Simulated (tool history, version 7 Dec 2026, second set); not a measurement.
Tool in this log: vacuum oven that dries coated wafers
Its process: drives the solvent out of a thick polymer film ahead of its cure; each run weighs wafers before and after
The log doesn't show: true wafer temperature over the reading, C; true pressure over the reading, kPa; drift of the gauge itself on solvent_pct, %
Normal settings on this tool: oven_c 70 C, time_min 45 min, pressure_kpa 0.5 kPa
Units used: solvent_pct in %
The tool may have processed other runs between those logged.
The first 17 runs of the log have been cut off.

run	day	oven_c	time_min	pressure_kpa	hours of work since the thermocouples were calibrated	hours of work since the vacuum gauge was cleaned of residue	solvent_pct
18	9.029	70	45	0.5	407	518	1.907
19	9.483	70	45	0.5	413	525	1.909
20	10.096	70	45	0.5	421	533	1.913
21	10.579	71	35	0.5	427	539	2.562
22	10.979	65	70	0.5	433	545	1.669
23	11.542	59	37	0.685	440	552	6.316
24	12.242	59	37	0.685	450	562	6.334
25	12.642	81	30	0.702	455	567	1.134
26	13.392	81	24	0.549	465	577	1.624
27	14.108	70	32	0.5	475	587	3.185
28	14.746	70	32	0.342	483	595	3.087
29	15.417	71	45	1.809	492	604	2.776
30	16.104	71	45	1.809	502	614	2.781
31	16.662	85	28	1.728	509	621	1.28
32	17.296	57	30	0.412	518	630	7.689
33	17.862	67	51	0.412	525	637	2.118
34	18.575	70	45	0.5	535	647	1.905
35	19.242	70	45	0.5	544	656	1.914
36	19.712	58	66	1.449	550	662	5.009
37	20.038	73	45	0.82	555	667	1.563
38	20.354	73	25	1.921	559	671	4.359
39	20.762	57	45	0.881	564	676	6.35
40	21.108	77	42	1.887	569	681	1.831

5 ways to go on from here, each from the tool as it stands after run 40. What would each give?
A	21.854	61	62	1.887	579	691	?
B	21.854	71	30	1.228	579	691	?
C	21.854	70	45	0.983	579	691	?
D	21.854	70	26	0.5	579	691	?
E	21.854	72	25	0.5	579	691	?

run	solvent_pct
A	4.721
B	3.729
C	2.327
D	4.152
E	3.702
What these runs would have given with no unlogged condition in the tool:
run	solvent_pct
A	4.721
B	3.729
C	2.327
D	4.152
E	3.702
